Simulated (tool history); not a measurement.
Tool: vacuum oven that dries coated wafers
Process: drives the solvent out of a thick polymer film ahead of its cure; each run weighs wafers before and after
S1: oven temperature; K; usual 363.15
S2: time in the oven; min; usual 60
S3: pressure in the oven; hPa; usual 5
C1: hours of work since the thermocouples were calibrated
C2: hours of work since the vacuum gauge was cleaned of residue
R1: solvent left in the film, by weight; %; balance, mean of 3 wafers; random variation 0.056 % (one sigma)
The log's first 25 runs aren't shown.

run     day      S1  S2     S3    C1    C2    R1
 26  53.642  363.15  33   4.53  1321  1952  7.05
 27  55.058  363.15  73      5  1342  1972  2.98
 28  57.554  363.15  32  17.63  1377  2007  7.76
 29  59.104  372.15  75    5.2  1399  2029  0.91
 30  60.808  357.15  68  17.74  1423  2054  6.63
 31  63.104  357.15  95   4.54  1456  2086  3.97
 32  64.492  357.15  95   4.54  1475  2106  3.98
     65.542  -- oven's thermocouples calibrated
 33  66.792  356.15  67      5    18  2137  4.84
 34  69.229  363.15  87      5    52  2172  1.65
 35  71.042  363.15  87      5    78  2198  1.47
 36    73.9  363.15  60  11.17   119  2238  3.09
 37  75.338  363.15  60  11.17   139  2259  3.22
 38    77.5  359.15  60   8.53   170  2289  4.47
 39  79.517  374.15  44   5.03   198  2318  1.31
     80.617  -- vacuum gauge cleaned of residue and calibrated
 40  81.992  374.15  44   5.03   233    19  1.01
 41  83.608  376.15  64   4.73   256    42  0.32
 42  85.142  376.15  64   3.27   277    64  0.27
 43   88.05  352.15  40   3.27   319   106  8.97
 44  90.946  352.15  40   3.27   360   147  8.92
 45  92.529  364.15  46    4.4   382   169  3.54
 46  93.829  363.15  60   3.07   401   188  2.59
 47  95.808  355.15  42   3.07   429   216  7.61

3 ways to go on from here, each from the tool as it stands after run 47. What would each give?
  A  97.608  349.15   35  5.03  454  241   ?
  B  97.608  373.15   50     5  454  241   ?
  C  97.608  354.15  105  6.52  454  241   ?

run     R1
  A  10.89
  B   0.98
  C   3.48
Without the tool's hidden state the same runs would have given:
run    R1
  A  10.6
  B  0.84
  C  3.14
